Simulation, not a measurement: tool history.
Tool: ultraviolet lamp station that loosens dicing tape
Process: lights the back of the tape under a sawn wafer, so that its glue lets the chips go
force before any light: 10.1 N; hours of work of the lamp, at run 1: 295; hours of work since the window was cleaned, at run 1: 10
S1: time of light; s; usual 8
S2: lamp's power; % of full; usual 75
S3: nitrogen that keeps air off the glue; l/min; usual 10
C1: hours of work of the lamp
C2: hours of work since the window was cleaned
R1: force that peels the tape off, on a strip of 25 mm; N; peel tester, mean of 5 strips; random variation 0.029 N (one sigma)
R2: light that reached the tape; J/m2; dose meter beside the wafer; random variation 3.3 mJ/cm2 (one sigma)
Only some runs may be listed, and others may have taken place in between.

run   hour  S1  S2  S3   C1   C2     R1    R2
  1    0.0   8  75  10  295   10  1.581  4850
  2   18.6   8  75  10  305   21  1.627  4790
  3   34.3   8  75  10  314   30  1.633  4800
  4   53.0   8  75   5  325   41  2.416  4670
  5   71.4   8  75  10  336   51  1.692  4660
  6   84.1   8  75  10  343   59  1.583  4660
  7   94.6   8  75  15  349   65  1.410  4600
  8  107.0   8  75  15  356   72  1.412  4640
  9  126.9   8  75  15  368   83  1.400  4560
 10  137.8   8  75  16  374   90  1.420  4620
 11  151.9   8  75   5  382   98  2.401  4590
 12  161.1   8  75   5  388  103  2.510  4580
 13  176.9   8  75   5  397  112  2.550  4410
 14  196.7   8  75   5  408  124  2.543  4470
 15  207.8   8  75   5  415  130  2.467  4490
 16  226.5   8  76   5  425  141  2.547  4500
 17  235.2   8  76   5  430  146  2.430  4460
 18  253.7   8  76   5  441  156  2.535  4390
 19  268.6   8  76   5  450  165  2.737  4400
 20  286.1   4  75  10  460  175  4.327  2170
     288.0  -- window cleaned of glue's vapour
 21  295.6   4  75  10  465    4  4.207  2150
 22  314.2   8  64  10  476   15  2.375  3630
 23  324.9  13  94  16  482   21  0.397  8660
 24  336.0  13  94  16  488   28  0.406  8630
 25  348.2  12  60  12  495   35  1.369  4970
 26  360.5  11  71  12  502   42  1.196  5410

Forecast run 27:
 27  376.1  11  71  12  511  51   ?   ?

{"run 27": {"R1": 1.162, "R2": 5400}}
Minus the tool's unlogged condition, the same run would have read R1 0.742 N, R2 6760 J/m2.
